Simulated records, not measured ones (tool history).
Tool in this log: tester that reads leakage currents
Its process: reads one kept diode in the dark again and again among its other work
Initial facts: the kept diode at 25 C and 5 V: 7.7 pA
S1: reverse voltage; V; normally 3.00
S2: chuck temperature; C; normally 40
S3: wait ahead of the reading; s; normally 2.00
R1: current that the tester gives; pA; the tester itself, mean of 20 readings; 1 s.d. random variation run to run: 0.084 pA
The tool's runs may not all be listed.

| run | hour | S1 | S2 | S3 | R1 |
|---|---|---|---|---|---|
| 1 | 0.0 | 3.00 | 40 | 2.00 | 21.61 |
| 2 | 209.7 | 3.00 | 40 | 2.00 | 21.72 |
| 3 | 340.3 | 3.00 | 40 | 2.00 | 21.84 |
| 4 | 586.0 | 3.00 | 40 | 8.99 | 21.64 |
| 5 | 701.1 | 3.00 | 34 | 2.00 | 13.95 |
| 6 | 945.3 | 3.00 | 34 | 2.00 | 14.26 |
| 7 | 1189.8 | 3.00 | 34 | 2.00 | 14.63 |
| 8 | 1306.3 | 3.00 | 34 | 2.00 | 14.64 |
| 9 | 1515.6 | 3.00 | 40 | 2.00 | 22.72 |
| 10 | 1766.0 | 3.00 | 40 | 2.00 | 22.94 |
| 11 | 1899.8 | 3.00 | 30 | 2.00 | 11.89 |
| 12 | 2005.1 | 3.00 | 45 | 2.00 | 32.81 |
| 13 | 2249.1 | 3.00 | 45 | 2.00 | 32.96 |
| 14 | 2500.8 | 3.00 | 40 | 2.00 | 23.74 |
| 15 | 2740.1 | 3.00 | 40 | 2.00 | 23.84 |
| 16 | 2855.6 | 3.00 | 40 | 0.73 | 24.93 |
| 17 | 3100.8 | 3.00 | 40 | 0.73 | 28.84 |
| 18 | 3333.6 | 3.00 | 40 | 0.73 | 29.04 |
| 19 | 3540.9 | 3.00 | 40 | 2.00 | 28.42 |
| 20 | 3650.0 | 3.00 | 40 | 2.00 | 28.11 |
| 21 | 3895.1 | 3.00 | 40 | 2.00 | 28.50 |
| 22 | 4126.3 | 3.00 | 40 | 2.00 | 28.64 |
| 23 | 4334.7 | 2.98 | 37 | 2.11 | 23.82 |
| 24 | 4456.9 | 2.98 | 37 | 0.90 | 24.77 |
| 25 | 4592.1 | 2.98 | 37 | 0.90 | 16.96 |
| 26 | 4832.3 | 2.98 | 37 | 0.90 | 17.36 |
| 27 | 4985.1 | 4.79 | 24 | 0.90 | 9.81 |
| 28 | 5237.4 | 3.00 | 45 | 1.13 | 32.12 |
| 29 | 5394.9 | 17.95 | 40 | 0.88 | 73.70 |
| 30 | 5551.2 | 13.29 | 40 | 1.91 | 57.37 |
| 31 | 5700.2 | 1.10 | 40 | 2.00 | 11.63 |
| 32 | 5822.2 | 7.85 | 21 | 4.25 | 12.91 |
| 33 | 5925.5 | 7.85 | 21 | 9.22 | 12.96 |
| 34 | 6145.7 | 3.00 | 22 | 0.85 | 7.92 |
| 35 | 6366.3 | 3.00 | 33 | 0.85 | 14.69 |
| 36 | 6582.6 | 2.28 | 33 | 3.43 | 13.22 |
| 37 | 6833.3 | 2.28 | 33 | 0.86 | 14.31 |
| 38 | 6947.1 | 5.37 | 27 | 0.93 | 19.64 |
| 39 | 7143.6 | 3.00 | 41 | 3.72 | 28.09 |
| 40 | 7343.4 | 1.98 | 40 | 2.00 | 20.22 |

The log once held 4 entries between its listed runs, left out of this copy. Where does each go, and what is different about the tool's unlogged condition between the listed run before it and the listed run after it?
Logged between run 13 and run 14: tester calibrated (hour 2460.0)
  stray current of the dirty probe card, pA a volt: 1.391 -> 1.535; current scale over the true one, %: -0.87 -> 0.07; true chuck temperature over the reading, C: -1.75 -> -1.9
  the result without the hidden state subtracted from the measured one, R1: -0.64 -> +1.29 pA
Logged between run 16 and run 17: chuck's temperature calibrated (hour 3029.8)
  stray current of the dirty probe card, pA a volt: 1.741 -> 1.887; current scale over the true one, %: 0.04 -> 0.03; true chuck temperature over the reading, C: -2.13 -> -0.07
  the result without the hidden state subtracted from the measured one, R1: +1.56 -> +5.48 pA
Logged between run 24 and run 25: probe card cleaned and baked (hour 4470.2)
  stray current of the dirty probe card, pA a volt: 2.683 -> 0.105; current scale over the true one, %: -0.07 -> -0.08; true chuck temperature over the reading, C: -0.85 -> -0.93
  the result without the hidden state subtracted from the measured one, R1: +6.71 -> -1.05 pA
Logged between run 35 and run 36: chuck's temperature calibrated (hour 6537.7)
  stray current of the dirty probe card, pA a volt: 1.127 -> 1.246; current scale over the true one, %: -0.21 -> -0.23; true chuck temperature over the reading, C: -1.96 -> 0.1
  the result without the hidden state subtracted from the measured one, R1: +1.39 -> +2.85 pA
